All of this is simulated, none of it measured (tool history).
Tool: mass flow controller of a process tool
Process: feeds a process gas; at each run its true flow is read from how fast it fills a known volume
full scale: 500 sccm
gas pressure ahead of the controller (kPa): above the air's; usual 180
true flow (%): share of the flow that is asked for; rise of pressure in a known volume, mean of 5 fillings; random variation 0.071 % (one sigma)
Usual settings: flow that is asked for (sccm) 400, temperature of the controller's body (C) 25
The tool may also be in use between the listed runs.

run,hour,flow that is asked for (sccm),gas pressure ahead of the controller (kPa),temperature of the controller's body (C),true flow (%)
1,0,400,180,25,99.8
2,107.8,400,180,25,99.8
3,168.5,400,180,25,99.76
4,258.9,400,180,25,99.85
5,379.4,400,180,25,100.05
6,477.9,400,180,25,100.07
7,557.6,98,177,25,99.06
8,664.1,100,228,22,98.74

Forecast run 9:
9,735.7,100,228,22,?

{"run 9": {"true flow (%)": 98.82}}
Without the tool's hidden state the same run would have given true flow (%) 98.42.
